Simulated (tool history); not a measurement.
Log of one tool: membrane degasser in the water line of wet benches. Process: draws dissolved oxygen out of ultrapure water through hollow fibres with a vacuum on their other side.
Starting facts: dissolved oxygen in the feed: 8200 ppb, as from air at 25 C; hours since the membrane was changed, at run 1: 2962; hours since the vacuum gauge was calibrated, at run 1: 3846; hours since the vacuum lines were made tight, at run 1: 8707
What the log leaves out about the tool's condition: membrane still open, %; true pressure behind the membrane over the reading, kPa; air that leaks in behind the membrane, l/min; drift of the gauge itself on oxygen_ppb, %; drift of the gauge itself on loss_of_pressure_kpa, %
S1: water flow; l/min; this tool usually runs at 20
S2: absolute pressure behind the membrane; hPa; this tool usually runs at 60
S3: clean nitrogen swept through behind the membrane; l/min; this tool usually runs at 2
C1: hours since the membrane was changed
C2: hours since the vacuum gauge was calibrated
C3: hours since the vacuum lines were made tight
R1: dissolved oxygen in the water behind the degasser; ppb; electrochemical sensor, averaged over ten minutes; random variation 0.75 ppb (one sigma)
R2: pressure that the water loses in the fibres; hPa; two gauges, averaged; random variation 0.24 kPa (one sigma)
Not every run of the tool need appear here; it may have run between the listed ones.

run	hour	S1	S2	S3	C1	C2	C3	R1	R2
1	0	20	60	2	2962	3846	8707	76.6	645.4
2	121	20	60	2	3083	3967	8828	76.6	642.6
3	271.2	20	60	2	3233	4117	8978	78.1	648.9
4	396.6	20	60	2	3359	4243	9103	78	651
5	481.4	20	60	4.36	3444	4327	9188	40.8	645.3
6	553	24	60	2	3515	4399	9260	96.6	775.6
# hour 567.2: seals of the vacuum lines changed
7	719.9	24	60	2	3680	4564	153	95.3	780
8	880	20	117.7	2	3840	4724	313	209.1	650.9
9	954	20	117.7	2	3914	4798	387	211	652.9
10	1074.1	20	117.7	2	4034	4918	507	210.5	652.8
11	1210	20	39.2	2	4170	5054	643	30.4	649.4
12	1306.5	20	39.2	2.32	4267	5150	739	27.8	647.7
13	1429	20	39.2	2.32	4389	5273	862	27.7	654.5
14	1542.8	20	39.2	2.32	4503	5387	976	27.1	654.9
15	1612	20	58.9	0.96	4572	5456	1045	144.6	654.3
16	1726.9	13	49.5	2.52	4687	5571	1160	27.6	424.5
17	1856.7	21	64.4	2.02	4817	5701	1289	95	687.3
18	1982.5	21	64.4	2.02	4943	5826	1415	95.8	690.2
19	2063.2	21	100	3.02	5023	5907	1496	127.2	691.3
20	2135	21	100	3.02	5095	5979	1568	125.2	692.7
21	2208.7	16	138.4	5.24	5169	6053	1641	86.2	530.5
22	2287.7	20	111.1	2	5248	6132	1720	197	659.4
23	2385.2	20	41.7	3.22	5345	6229	1818	27.2	658.9
24	2546.9	20	41.7	3.22	5507	6391	1980	27.1	659.6

Pick out some run-to-run changes in R1. Of each, how much would a tool without hidden state show as well, from the settings, what came in and chance, and how much is left for the hidden state and any gauge scatter not in both results compared?
Run 10 -> 11: S2 117.7 -> 39.2. R1 -180.1 ppb: hidden state +0.4, all else -180.5.
Run 14 -> 15: S2 39.2 -> 58.9, S3 2.32 -> 0.96. R1 +117.5 ppb: hidden state +10.5, all else +107.
Run 15 -> 16: S1 20 -> 13, S2 58.9 -> 49.5, S3 0.96 -> 2.52. R1 -117 ppb: hidden state -14.4, all else -102.6.
Run 22 -> 23: S2 111.1 -> 41.7, S3 2 -> 3.22. R1 -169.8 ppb: hidden state -3.9, all else -165.9.
